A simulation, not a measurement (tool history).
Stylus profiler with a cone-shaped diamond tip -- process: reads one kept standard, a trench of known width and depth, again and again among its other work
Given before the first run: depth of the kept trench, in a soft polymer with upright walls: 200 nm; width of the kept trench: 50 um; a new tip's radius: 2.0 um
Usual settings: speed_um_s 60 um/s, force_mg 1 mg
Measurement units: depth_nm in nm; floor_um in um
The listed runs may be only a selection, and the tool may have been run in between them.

run	hour	speed_um_s	force_mg	depth_nm	floor_um
1	0	60	1	201.95	47.45
2	42.8	60	1	201.99	47.49
3	71.8	60	1	201.94	47.47
4	98.9	60	1	201.96	47.47
5	149.7	60	1	201.99	47.4
6	192.8	60	1	201.97	47.47
7	234.9	60	1	202.07	47.38
8	290.6	60	0.44	201.34	47.14
9	337.6	60	0.77	201.77	47.35
10	385.1	60	0.77	201.97	47.32
11	444.8	60	0.77	201.95	47.36
12	473.4	132	1	202.06	46.85
13	527	132	0.39	201.34	46.31
14	579.4	132	0.39	201.4	46.28
15	607.7	132	0.39	201.44	46.26
16	644	60	2.92	203.69	47.5
17	689.8	60	2.92	203.74	47.47
# hour 736.1: height scale calibrated on a step standard
18	751.9	71	1	202.38	47.24
19	800.5	60	1	202.36	47.23
20	860.1	60	1	202.46	47.35
# hour 874: height scale calibrated on a step standard, once more
21	906.7	60	0.45	200.92	47.06
22	956.1	60	0.45	200.98	47.06
23	1012.3	60	0.45	201.05	47.07
24	1057.9	18	0.49	200.94	47.48
25	1095.1	18	0.49	200.98	47.45
26	1127.3	43	1.77	202.32	47.43
27	1161.6	43	1.77	202.29	47.48
28	1214.6	27	0.38	200.86	47.31
29	1260	20	2.14	202.56	47.56
30	1302.2	20	2.14	202.64	47.59
31	1340.6	20	2.14	202.71	47.53
32	1370.3	60	1.01	201.68	47.26
33	1419.7	154	0.83	201.46	46.41
34	1451.8	201	0.53	201.13	45.67
35	1481.3	16	0.34	200.86	47.43
36	1511.5	111	2.12	202.63	47.06
37	1549	60	1.1	201.79	47.23
38	1600.3	220	1.63	202.24	46.36
39	1628	32	0.94	201.54	47.32
40	1674.7	32	0.94	201.67	47.39
41	1702.7	27	2.23	202.75	47.49
42	1752.7	201	2.72	203.18	46.67
43	1795.3	201	2.72	203.15	46.69
44	1850	99	1.48	202.24	46.97
45	1892.9	164	2.16	202.8	46.72
46	1923.8	23	1.03	201.81	47.32

Measured minus without-hidden-state, run by run (identical run-to-run variation in each term; gauge scatter may differ):
Hidden state at play: radius of the tip, um; height scale over the true one, %; drift of the gauge itself on depth_nm, %; drift of the gauge itself on floor_um, %.
run	depth_nm	floor_um
1	+0.42	-0.38
2	+0.43	-0.38
3	+0.44	-0.38
4	+0.44	-0.39
5	+0.46	-0.4
6	+0.46	-0.41
7	+0.48	-0.42
8	+0.49	-0.43
9	+0.5	-0.43
10	+0.51	-0.44
11	+0.53	-0.46
12	+0.54	-0.46
13	+0.54	-0.47
14	+0.55	-0.48
15	+0.56	-0.49
16	+0.57	-0.5
17	+0.59	-0.5
18	+0.78	-0.52
19	+0.79	-0.53
20	+0.81	-0.53
21	-0.01	-0.54
22	+0	-0.55
23	+0.01	-0.56
24	+0.02	-0.57
25	+0.03	-0.58
26	+0.04	-0.59
27	+0.04	-0.59
28	+0.05	-0.6
29	+0.07	-0.6
30	+0.07	-0.62
31	+0.09	-0.62
32	+0.09	-0.63
33	+0.1	-0.63
34	+0.11	-0.64
35	+0.11	-0.65
36	+0.12	-0.65
37	+0.13	-0.66
38	+0.14	-0.66
39	+0.15	-0.67
40	+0.16	-0.68
41	+0.16	-0.69
42	+0.18	-0.7
43	+0.19	-0.7
44	+0.2	-0.71
45	+0.21	-0.72
46	+0.22	-0.73
